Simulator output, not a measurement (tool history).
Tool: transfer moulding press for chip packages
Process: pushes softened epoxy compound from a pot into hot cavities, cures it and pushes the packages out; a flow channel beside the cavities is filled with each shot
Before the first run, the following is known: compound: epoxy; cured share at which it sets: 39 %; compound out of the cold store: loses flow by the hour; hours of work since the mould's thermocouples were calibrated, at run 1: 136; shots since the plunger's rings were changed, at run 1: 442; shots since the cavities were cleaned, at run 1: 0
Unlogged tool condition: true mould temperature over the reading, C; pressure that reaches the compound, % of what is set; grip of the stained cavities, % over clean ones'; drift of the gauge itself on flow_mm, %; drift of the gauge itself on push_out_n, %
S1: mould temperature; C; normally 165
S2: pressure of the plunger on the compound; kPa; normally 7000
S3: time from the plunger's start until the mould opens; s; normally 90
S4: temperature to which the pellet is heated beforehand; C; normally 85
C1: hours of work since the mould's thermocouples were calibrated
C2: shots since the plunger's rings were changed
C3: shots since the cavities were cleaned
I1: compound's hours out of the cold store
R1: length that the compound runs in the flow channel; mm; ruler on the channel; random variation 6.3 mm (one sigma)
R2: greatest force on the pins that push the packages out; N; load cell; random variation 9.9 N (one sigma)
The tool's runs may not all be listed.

{"run": 1, "hour": 0.0, "S1": 165, "S2": 7000, "S3": 90, "S4": 85, "C1": 136, "C2": 442, "C3": 0, "I1": 19.3, "R1": 712, "R2": 435}
{"run": 2, "hour": 16.1, "S1": 165, "S2": 7000, "S3": 90, "S4": 85, "C1": 143, "C2": 568, "C3": 126, "I1": 27.6, "R1": 693, "R2": 566}
{"run": 3, "hour": 22.7, "S1": 165, "S2": 7000, "S3": 90, "S4": 85, "C1": 146, "C2": 620, "C3": 178, "I1": 47.9, "R1": 612, "R2": 550}
{"run": 4, "hour": 30.6, "S1": 165, "S2": 6680, "S3": 90, "S4": 85, "C1": 149, "C2": 681, "C3": 239, "I1": 24.6, "R1": 686, "R2": 629}
{"run": 5, "hour": 37.2, "S1": 165, "S2": 6680, "S3": 90, "S4": 85, "C1": 152, "C2": 733, "C3": 291, "I1": 14.8, "R1": 708, "R2": 643}
{"run": 6, "hour": 53.0, "S1": 165, "S2": 7000, "S3": 90, "S4": 85, "C1": 159, "C2": 856, "C3": 414, "I1": 25.3, "R1": 686, "R2": 711}
{"run": 7, "hour": 65.6, "S1": 165, "S2": 7000, "S3": 90, "S4": 85, "C1": 164, "C2": 955, "C3": 513, "I1": 43.9, "R1": 621, "R2": 768}
{"hour": 71.0, "done": "cavities cleaned with cleaning compound and waxed"}
{"run": 8, "hour": 81.2, "S1": 164, "S2": 6790, "S3": 90, "S4": 90, "C1": 170, "C2": 1065, "C3": 80, "I1": 34.8, "R1": 640, "R2": 537}
{"run": 9, "hour": 92.5, "S1": 164, "S2": 6790, "S3": 90, "S4": 90, "C1": 175, "C2": 1152, "C3": 167, "I1": 23.1, "R1": 680, "R2": 582}
{"run": 10, "hour": 102.2, "S1": 164, "S2": 6390, "S3": 71, "S4": 80, "C1": 179, "C2": 1228, "C3": 243, "I1": 9.7, "R1": 711, "R2": 894}
{"run": 11, "hour": 109.2, "S1": 167, "S2": 8520, "S3": 90, "S4": 85, "C1": 182, "C2": 1283, "C3": 298, "I1": 11.7, "R1": 813, "R2": 632}
{"run": 12, "hour": 120.1, "S1": 170, "S2": 7000, "S3": 90, "S4": 91, "C1": 187, "C2": 1368, "C3": 383, "I1": 9.6, "R1": 720, "R2": 682}
{"run": 13, "hour": 127.8, "S1": 158, "S2": 7740, "S3": 77, "S4": 76, "C1": 190, "C2": 1428, "C3": 443, "I1": 42.8, "R1": 677, "R2": 1204}

4 options for the next run, each taken on its own from the tool as it stands now. Forecast them:
{"hour": 142.2, "done": "cavities cleaned with cleaning compound and waxed"}
{"run": "A", "hour": 142.7, "S1": 158, "S2": 5410, "S3": 96, "S4": 78, "C1": 196, "C2": 1533, "C3": 4, "I1": 18.3, "R1": "?", "R2": "?"}
{"hour": 142.2, "done": "cavities cleaned with cleaning compound and waxed"}
{"run": "B", "hour": 142.7, "S1": 165, "S2": 7020, "S3": 90, "S4": 92, "C1": 196, "C2": 1533, "C3": 4, "I1": 29.1, "R1": "?", "R2": "?"}
{"hour": 142.2, "done": "cavities cleaned with cleaning compound and waxed"}
{"run": "C", "hour": 142.7, "S1": 165, "S2": 7000, "S3": 125, "S4": 85, "C1": 196, "C2": 1533, "C3": 4, "I1": 42.5, "R1": "?", "R2": "?"}
{"hour": 142.2, "done": "cavities cleaned with cleaning compound and waxed"}
{"run": "D", "hour": 142.7, "S1": 163, "S2": 7070, "S3": 73, "S4": 85, "C1": 196, "C2": 1533, "C3": 4, "I1": 37.8, "R1": "?", "R2": "?"}

run=A R1=643 R2=577
run=B R1=658 R2=469
run=C R1=618 R2=447
run=D R1=652 R2=616
The same runs, with their run-to-run variation unchanged, on a tool lacking any hidden condition would have given:
run=A R1=665 R2=570
run=B R1=680 R2=457
run=C R1=639 R2=432
run=D R1=674 R2=610

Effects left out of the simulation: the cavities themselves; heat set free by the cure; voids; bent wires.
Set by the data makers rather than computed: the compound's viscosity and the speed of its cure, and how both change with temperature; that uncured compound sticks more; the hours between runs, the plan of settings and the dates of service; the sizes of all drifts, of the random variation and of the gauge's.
